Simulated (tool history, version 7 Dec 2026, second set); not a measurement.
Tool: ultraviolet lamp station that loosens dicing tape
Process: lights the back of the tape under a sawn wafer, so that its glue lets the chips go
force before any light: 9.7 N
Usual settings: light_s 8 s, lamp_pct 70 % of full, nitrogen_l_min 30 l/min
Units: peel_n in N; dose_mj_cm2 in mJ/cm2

{"run": 1, "hour": 0.0, "light_s": 8, "lamp_pct": 70, "nitrogen_l_min": 30, "peel_n": 1.95, "dose_mj_cm2": 220}
{"run": 2, "hour": 44.7, "light_s": 8, "lamp_pct": 70, "nitrogen_l_min": 30, "peel_n": 2.082, "dose_mj_cm2": 215}
{"run": 3, "hour": 99.1, "light_s": 8, "lamp_pct": 73, "nitrogen_l_min": 30, "peel_n": 1.906, "dose_mj_cm2": 212}
{"run": 4, "hour": 154.9, "light_s": 8, "lamp_pct": 73, "nitrogen_l_min": 30, "peel_n": 2.12, "dose_mj_cm2": 212}
{"hour": 170.7, "done": "window cleaned of glue's vapour"}
{"run": 5, "hour": 220.1, "light_s": 8, "lamp_pct": 73, "nitrogen_l_min": 30, "peel_n": 2.418, "dose_mj_cm2": 191}
{"run": 6, "hour": 257.5, "light_s": 8, "lamp_pct": 73, "nitrogen_l_min": 30, "peel_n": 2.429, "dose_mj_cm2": 186}
{"run": 7, "hour": 287.9, "light_s": 8, "lamp_pct": 73, "nitrogen_l_min": 30, "peel_n": 2.507, "dose_mj_cm2": 186}
{"run": 8, "hour": 339.6, "light_s": 8, "lamp_pct": 73, "nitrogen_l_min": 30, "peel_n": 2.466, "dose_mj_cm2": 177}
{"hour": 352.0, "done": "window cleaned of glue's vapour, once more"}
{"run": 9, "hour": 381.5, "light_s": 8, "lamp_pct": 71, "nitrogen_l_min": 30, "peel_n": 2.202, "dose_mj_cm2": 202}
{"run": 10, "hour": 416.1, "light_s": 8, "lamp_pct": 70, "nitrogen_l_min": 24, "peel_n": 2.602, "dose_mj_cm2": 197}
{"run": 11, "hour": 455.7, "light_s": 8, "lamp_pct": 70, "nitrogen_l_min": 43, "peel_n": 1.979, "dose_mj_cm2": 193}
{"run": 12, "hour": 520.8, "light_s": 8, "lamp_pct": 70, "nitrogen_l_min": 28, "peel_n": 2.605, "dose_mj_cm2": 181}
{"run": 13, "hour": 569.2, "light_s": 5, "lamp_pct": 96, "nitrogen_l_min": 21, "peel_n": 3.726, "dose_mj_cm2": 153}
{"run": 14, "hour": 626.6, "light_s": 8, "lamp_pct": 93, "nitrogen_l_min": 11, "peel_n": 3.186, "dose_mj_cm2": 226}
{"run": 15, "hour": 676.5, "light_s": 14, "lamp_pct": 93, "nitrogen_l_min": 30, "peel_n": 0.605, "dose_mj_cm2": 389}
{"hour": 681.2, "done": "lamp changed"}
{"run": 16, "hour": 732.6, "light_s": 14, "lamp_pct": 93, "nitrogen_l_min": 30, "peel_n": 0.135, "dose_mj_cm2": 654}
{"run": 17, "hour": 804.6, "light_s": 16, "lamp_pct": 66, "nitrogen_l_min": 30, "peel_n": 0.277, "dose_mj_cm2": 525}
{"run": 18, "hour": 839.7, "light_s": 16, "lamp_pct": 66, "nitrogen_l_min": 30, "peel_n": 0.286, "dose_mj_cm2": 505}
{"run": 19, "hour": 901.4, "light_s": 16, "lamp_pct": 66, "nitrogen_l_min": 30, "peel_n": 0.319, "dose_mj_cm2": 496}
{"hour": 947.9, "done": "window cleaned of glue's vapour"}
{"run": 20, "hour": 951.6, "light_s": 16, "lamp_pct": 66, "nitrogen_l_min": 30, "peel_n": 0.26, "dose_mj_cm2": 530}
{"run": 21, "hour": 1015.9, "light_s": 16, "lamp_pct": 66, "nitrogen_l_min": 30, "peel_n": 0.281, "dose_mj_cm2": 509}
{"run": 22, "hour": 1069.7, "light_s": 16, "lamp_pct": 66, "nitrogen_l_min": 30, "peel_n": 0.302, "dose_mj_cm2": 493}
{"run": 23, "hour": 1145.2, "light_s": 5, "lamp_pct": 62, "nitrogen_l_min": 11, "peel_n": 4.688, "dose_mj_cm2": 143}

4 ways to go on from here, each from the tool as it stands after run 23. What would each give?
{"run": "A", "hour": 1201.9, "light_s": 5, "lamp_pct": 80, "nitrogen_l_min": 10, "peel_n": "?", "dose_mj_cm2": "?"}
{"run": "B", "hour": 1201.9, "light_s": 5, "lamp_pct": 60, "nitrogen_l_min": 11, "peel_n": "?", "dose_mj_cm2": "?"}
{"run": "C", "hour": 1201.9, "light_s": 6, "lamp_pct": 65, "nitrogen_l_min": 30, "peel_n": "?", "dose_mj_cm2": "?"}
{"run": "D", "hour": 1201.9, "light_s": 4, "lamp_pct": 87, "nitrogen_l_min": 11, "peel_n": "?", "dose_mj_cm2": "?"}

run=A peel_n=4.331 dose_mj_cm2=177
run=B peel_n=4.971 dose_mj_cm2=134
run=C peel_n=2.678 dose_mj_cm2=172
run=D peel_n=4.609 dose_mj_cm2=156
Without the tool's hidden state the same runs would have given:
run=A peel_n=3.61 dose_mj_cm2=217
run=B peel_n=4.311 dose_mj_cm2=164
run=C peel_n=2.028 dose_mj_cm2=211
run=D peel_n=3.908 dose_mj_cm2=191
